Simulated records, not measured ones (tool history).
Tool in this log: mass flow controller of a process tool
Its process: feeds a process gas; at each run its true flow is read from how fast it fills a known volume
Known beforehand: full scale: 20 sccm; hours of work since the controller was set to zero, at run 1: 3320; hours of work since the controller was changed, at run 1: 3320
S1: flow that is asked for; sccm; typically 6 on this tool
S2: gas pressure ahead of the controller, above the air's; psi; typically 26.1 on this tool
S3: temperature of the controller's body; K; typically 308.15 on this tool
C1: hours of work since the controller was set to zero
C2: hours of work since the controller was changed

{"run": 1, "hour": 0.0, "S1": 6, "S2": 26.1, "S3": 308.15, "C1": 3320, "C2": 3320, "true flow (%)": 98.33}
{"run": 2, "hour": 170.0, "S1": 6, "S2": 26.1, "S3": 308.15, "C1": 3411, "C2": 3411, "true flow (%)": 98.3}
{"run": 3, "hour": 316.1, "S1": 6, "S2": 26.1, "S3": 295.15, "C1": 3488, "C2": 3488, "true flow (%)": 99.96}
{"run": 4, "hour": 476.8, "S1": 6, "S2": 26.1, "S3": 308.15, "C1": 3574, "C2": 3574, "true flow (%)": 98.43}
{"run": 5, "hour": 686.4, "S1": 6, "S2": 31.5, "S3": 308.15, "C1": 3685, "C2": 3685, "true flow (%)": 98.39}
{"run": 6, "hour": 818.9, "S1": 6, "S2": 26.1, "S3": 308.15, "C1": 3756, "C2": 3756, "true flow (%)": 98.52}
{"run": 7, "hour": 991.5, "S1": 6, "S2": 26.1, "S3": 308.15, "C1": 3847, "C2": 3847, "true flow (%)": 98.49}
{"run": 8, "hour": 1163.4, "S1": 6, "S2": 26.1, "S3": 308.15, "C1": 3939, "C2": 3939, "true flow (%)": 98.44}
{"run": 9, "hour": 1261.8, "S1": 6, "S2": 26.1, "S3": 308.15, "C1": 3991, "C2": 3991, "true flow (%)": 98.54}
{"run": 10, "hour": 1416.5, "S1": 6, "S2": 26.1, "S3": 308.15, "C1": 4073, "C2": 4073, "true flow (%)": 98.47}
{"run": 11, "hour": 1510.1, "S1": 6, "S2": 26.1, "S3": 308.15, "C1": 4123, "C2": 4123, "true flow (%)": 98.26}
{"run": 12, "hour": 1682.3, "S1": 6, "S2": 26.1, "S3": 308.15, "C1": 4215, "C2": 4215, "true flow (%)": 98.44}
{"run": 13, "hour": 1833.8, "S1": 6, "S2": 26.1, "S3": 308.15, "C1": 4295, "C2": 4295, "true flow (%)": 98.51}
{"run": 14, "hour": 1955.5, "S1": 6, "S2": 26.1, "S3": 308.15, "C1": 4360, "C2": 4360, "true flow (%)": 98.4}
{"run": 15, "hour": 2090.6, "S1": 6, "S2": 26.1, "S3": 308.15, "C1": 4432, "C2": 4432, "true flow (%)": 98.44}
{"run": 16, "hour": 2291.3, "S1": 4, "S2": 29.7, "S3": 309.15, "C1": 4539, "C2": 4539, "true flow (%)": 98.28}
{"hour": 2318.2, "done": "controller's zero set anew"}
{"run": 17, "hour": 2485.5, "S1": 4, "S2": 29.7, "S3": 309.15, "C1": 89, "C2": 4641, "true flow (%)": 98.34}
{"run": 18, "hour": 2604.3, "S1": 2, "S2": 40.5, "S3": 308.15, "C1": 152, "C2": 4705, "true flow (%)": 98.69}
{"run": 19, "hour": 2728.5, "S1": 4, "S2": 26.1, "S3": 295.15, "C1": 218, "C2": 4771, "true flow (%)": 100.07}
{"run": 20, "hour": 2899.3, "S1": 3, "S2": 20.9, "S3": 298.15, "C1": 309, "C2": 4862, "true flow (%)": 99.52}
{"run": 21, "hour": 3020.9, "S1": 6, "S2": 26.1, "S3": 306.15, "C1": 374, "C2": 4926, "true flow (%)": 98.61}
{"run": 22, "hour": 3236.6, "S1": 6, "S2": 26.1, "S3": 306.15, "C1": 488, "C2": 5041, "true flow (%)": 98.62}
{"run": 23, "hour": 3355.2, "S1": 6, "S2": 26.1, "S3": 306.15, "C1": 551, "C2": 5104, "true flow (%)": 98.68}
{"run": 24, "hour": 3490.6, "S1": 6, "S2": 25.5, "S3": 311.15, "C1": 623, "C2": 5176, "true flow (%)": 98.04}
{"run": 25, "hour": 3660.8, "S1": 4, "S2": 37.7, "S3": 308.15, "C1": 714, "C2": 5266, "true flow (%)": 98.41}
{"run": 26, "hour": 3794.8, "S1": 3, "S2": 32.6, "S3": 296.15, "C1": 785, "C2": 5338, "true flow (%)": 99.81}
{"run": 27, "hour": 4006.0, "S1": 17, "S2": 30.2, "S3": 296.15, "C1": 897, "C2": 5450, "true flow (%)": 100.09}
{"run": 28, "hour": 4138.2, "S1": 5, "S2": 26.1, "S3": 293.15, "C1": 968, "C2": 5520, "true flow (%)": 100.18}

Each row is a separate what-if for the run after 28, all from the same tool condition, not one after another. Results?
{"run": "A", "hour": 4334.1, "S1": 6, "S2": 26.1, "S3": 305.15, "C1": 1072, "C2": 5624, "true flow (%)": "?"}
{"run": "B", "hour": 4334.1, "S1": 5, "S2": 26.1, "S3": 305.15, "C1": 1072, "C2": 5624, "true flow (%)": "?"}
{"run": "C", "hour": 4334.1, "S1": 2, "S2": 25.2, "S3": 298.15, "C1": 1072, "C2": 5624, "true flow (%)": "?"}
{"run": "D", "hour": 4334.1, "S1": 3, "S2": 23.5, "S3": 293.15, "C1": 1072, "C2": 5624, "true flow (%)": "?"}
{"run": "E", "hour": 4334.1, "S1": 5, "S2": 38.3, "S3": 293.15, "C1": 1072, "C2": 5624, "true flow (%)": "?"}

run=A true_flow_(%)=98.74
run=B true_flow_(%)=98.72
run=C true_flow_(%)=99.46
run=D true_flow_(%)=100.07
run=E true_flow_(%)=100.29
Had the tool no hidden state, the same runs would have come out as:
run=A true_flow_(%)=98.74
run=B true_flow_(%)=98.72
run=C true_flow_(%)=99.46
run=D true_flow_(%)=100.07
run=E true_flow_(%)=100.28
